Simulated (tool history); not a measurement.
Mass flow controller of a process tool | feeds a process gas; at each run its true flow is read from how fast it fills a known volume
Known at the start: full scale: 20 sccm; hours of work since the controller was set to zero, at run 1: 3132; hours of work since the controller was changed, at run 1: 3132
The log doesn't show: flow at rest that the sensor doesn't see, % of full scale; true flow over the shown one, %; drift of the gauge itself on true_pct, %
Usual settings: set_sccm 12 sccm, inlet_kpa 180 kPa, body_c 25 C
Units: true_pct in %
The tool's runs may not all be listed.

run	hour	set_sccm	inlet_kpa	body_c	hours of work since the controller was set to zero	hours of work since the controller was changed	true_pct
1	0	12	180	25	3132	3132	99.89
2	187.6	12	180	25	3205	3205	99.91
3	434	7	180	25	3300	3300	99.21
4	599	7	180	25	3364	3364	99.19
5	736.3	7	180	25	3417	3417	99.21
6	1016.5	7	180	25	3526	3526	99.21
7	1283.9	12	180	25	3629	3629	99.84
8	1492.5	12	196	25	3710	3710	99.98
9	1698.7	3	158	33	3790	3790	97.59
10	1978.3	3	158	33	3899	3899	97.34
11	2216.1	3	158	33	3991	3991	97.25
12	2422.4	7	269	33	4071	4071	99.19
13	2561.8	12	242	20	4125	4125	99.64
14	2762.5	12	242	20	4202	4202	99.74
15	2954.8	14	242	27	4277	4277	100.23
16	3159.8	5	169	25	4356	4356	98.29

Forecast each of these 4 alternatives for the next run:
A	3328.4	3	169	35	4422	4422	?
B	3328.4	5	167	39	4422	4422	?
C	3328.4	4	169	25	4422	4422	?
D	3328.4	15	153	25	4422	4422	?

run	true_pct
A	97.19
B	98.92
C	97.78
D	100.46
Without the tool's hidden state the same runs would have given:
run	true_pct
A	99.81
B	99.97
C	99.42
D	99.94
